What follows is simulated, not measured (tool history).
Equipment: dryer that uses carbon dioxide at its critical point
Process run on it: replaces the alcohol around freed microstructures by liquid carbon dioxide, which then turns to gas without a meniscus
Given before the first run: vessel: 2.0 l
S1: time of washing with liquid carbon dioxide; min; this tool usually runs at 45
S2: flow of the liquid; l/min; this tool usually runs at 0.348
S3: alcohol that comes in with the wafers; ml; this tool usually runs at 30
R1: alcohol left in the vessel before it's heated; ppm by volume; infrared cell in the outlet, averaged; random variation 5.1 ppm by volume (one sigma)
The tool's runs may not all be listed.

run   hour  S1     S2  S3   R1
  1      0  45  0.348  30   98
  2   17.8  45  0.348  30   99
  3   40.1  45  0.216  30  550
  4   61.9  45  0.216  30  536
  5   76.8  45  0.216  30  546
  6   95.4  45  0.216  30  541
  7  119.7  45  0.216  30  559
  8  138.9  45  0.216  30  568
  9  160.8  45  0.216  30  589
 10  177.1  45  0.348  30  118
 11    198  59  0.348  30   67
 12  222.2  59  0.348  30   69
 13  239.7  45  0.348  30  120
     248.7  -- inlet filter changed
 14  261.5  45  0.348  30  107

Run 15 is up next; what results do you expect?
 15   276  45  0.348  30   ?

For run 15 the tool returned R1 101 ppm by volume.
On a tool with no hidden condition, and with the same random variation, this run would have come out at R1 46 ppm by volume.
